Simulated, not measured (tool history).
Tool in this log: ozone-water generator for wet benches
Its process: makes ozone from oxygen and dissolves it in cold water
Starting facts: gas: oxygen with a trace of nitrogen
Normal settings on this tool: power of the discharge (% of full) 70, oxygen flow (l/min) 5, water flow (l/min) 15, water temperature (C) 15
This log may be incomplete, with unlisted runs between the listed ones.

run	day	power of the discharge (% of full)	oxygen flow (l/min)	water flow (l/min)	water temperature (C)	dissolved ozone (ppm)	ozone in the gas ahead of the water (g/m3)
1	0	70	5	15	15	27.3	244.9
2	2.758	70	5	15	15	27.2	247.3
3	5.35	70	3.71	15	15	28.2	299.8
4	6.892	85	5	15	15	31.1	277.6
5	8.579	85	5	15	15	30.7	275.8
6	10.375	85	5	15	15	30.6	276.2
7	12.304	85	5	15	15	30.5	273.4
8	15.121	70	5	15	8	30.1	242.1
9	17.571	70	5	15	15	27	244.1
10	19.554	70	5	15	15	27.5	240.8
11	20.838	99	5	15	15	33.2	305
12	23.679	70	5	15	20	24.7	242.5
13	26.367	70	5	15	15	26.5	242
14	28.475	63	5	15	15	25	227.6
15	31.296	63	5	15	15	25.1	226.3
16	32.496	63	5	15	15	24.8	226.9
17	34.583	63	5	15	15	24.8	225.8
18	36.612	63	5	15	15	24.7	226.4
19	39.433	63	8.84	10	15	28.1	153.9
20	41.717	43	8.54	18	8	17.5	124.5
21	43.788	79	8.54	18	21	19.9	182.1
22	45.054	41	3.07	16	8	20.1	239.5
23	47.742	44	5	10	19	24.4	177.5
24	50.438	44	5	10	19	24.3	178.7
25	52.883	70	6.15	23	15	17.9	207.9
26	54.425	81	5	15	11	30.9	263.9
27	57.196	48	6.44	9	11	29.7	158.7
28	59.3	44	6.44	15	11	20	150.4
29	60.933	44	6.44	15	11	19.9	151.9
30	63.779	70	6.41	11	8	35.4	200.9
31	65.938	46	4.42	19	13	17.1	199.1
32	67.438	46	4.42	13	13	23.4	199.3
33	69.971	49	4.42	10	19	27	206.5
34	71.325	49	4.42	10	19	26.6	204.8

Subtracting, for every run, the result it would have given without the tool's unlogged condition from the measured result gives the following. The same run-to-run variation enters both numbers; the gauge's scatter may not:
Hidden conditions of the tool in this case: yield of the discharge, % of new electrodes'; contactor's efficiency, % of a clean one's; true water temperature over the reading, C; drift of the gauge itself on ozone_ppm, %; drift of the gauge itself on gas_g_m3, %.
run	dissolved ozone (ppm)	ozone in the gas ahead of the water (g/m3)
1	-1.1	-5.6
2	-1.1	-5.8
3	-1.2	-7.4
4	-1.5	-7.8
5	-1.5	-8
6	-1.6	-8.2
7	-1.6	-8.4
8	-1.5	-6.8
9	-1.4	-7.1
10	-1.4	-7.2
11	-2	-11.3
12	-1.3	-7.6
13	-1.5	-7.9
14	-1.3	-6.9
15	-1.4	-7.2
16	-1.4	-7.3
17	-1.5	-7.4
18	-1.5	-7.5
19	-1.7	-5.4
20	-1	-3.2
21	-1.5	-7.6
22	-1.1	-6.1
23	-1.3	-4.9
24	-1.4	-5.1
25	-1.4	-8.7
26	-2.5	-12.4
27	-1.8	-5.2
28	-1.3	-4.6
29	-1.2	-4.8
30	-2.8	-9.4
31	-1.2	-6.8
32	-1.6	-6.9
33	-1.9	-7.7
34	-1.9	-7.8
